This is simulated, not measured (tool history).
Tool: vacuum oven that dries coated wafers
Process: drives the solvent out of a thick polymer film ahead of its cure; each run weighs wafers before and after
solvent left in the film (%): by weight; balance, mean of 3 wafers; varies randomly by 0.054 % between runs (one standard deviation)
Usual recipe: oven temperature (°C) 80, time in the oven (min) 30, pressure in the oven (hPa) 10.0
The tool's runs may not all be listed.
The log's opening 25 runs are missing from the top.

run,hour,oven temperature (°C),time in the oven (min),pressure in the oven (hPa),hours of work since the thermocouples were calibrated,hours of work since the vacuum gauge was cleaned of residue,solvent left in the film (%)
26,1101.9,85,40,17.3,583,1070,2.50
27,1164.3,84,19,36.9,621,1108,6.14
# hour 1210.2: oven's thermocouples calibrated
28,1216.3,83,23,10.0,4,1139,2.26
29,1260.6,92,23,10.0,31,1166,1.12
30,1325.4,94,52,20.8,70,1205,1.85
31,1375.6,84,24,31.8,101,1236,4.61
32,1432.4,90,30,33.1,135,1270,3.44
33,1479.4,80,19,34.2,164,1299,6.94
34,1535.0,81,31,5.9,198,1333,1.60
35,1583.5,81,31,5.9,227,1362,1.75
36,1641.8,66,31,6.6,263,1398,6.71
# hour 1665.6: vacuum gauge cleaned of residue and calibrated
37,1681.9,89,54,5.2,286,10,0.57
38,1735.6,80,20,18.8,319,43,4.49
39,1776.7,66,26,11.3,344,68,8.03
40,1833.6,66,26,11.3,379,102,8.26
41,1868.8,95,40,36.7,400,124,2.95
42,1927.8,85,50,9.0,436,160,1.08
43,1983.8,85,50,9.0,470,194,1.15
44,2018.7,84,29,10.0,492,215,1.59
45,2063.3,84,29,10.0,519,242,1.58
46,2099.1,89,29,28.0,541,264,3.11
47,2137.3,71,30,9.0,564,287,5.18

Forecast each of these 3 alternatives for the next run:
A,2191.2,77,30,10.0,597,320,?
B,2191.2,68,30,10.0,597,320,?
C,2191.2,82,31,33.8,597,320,?

run,solvent left in the film (%)
A,3.06
B,6.56
C,5.13
Stripped of hidden state, with their random variation kept, the same runs would have yielded:
run,solvent left in the film (%)
A,2.68
B,5.99
C,4.78
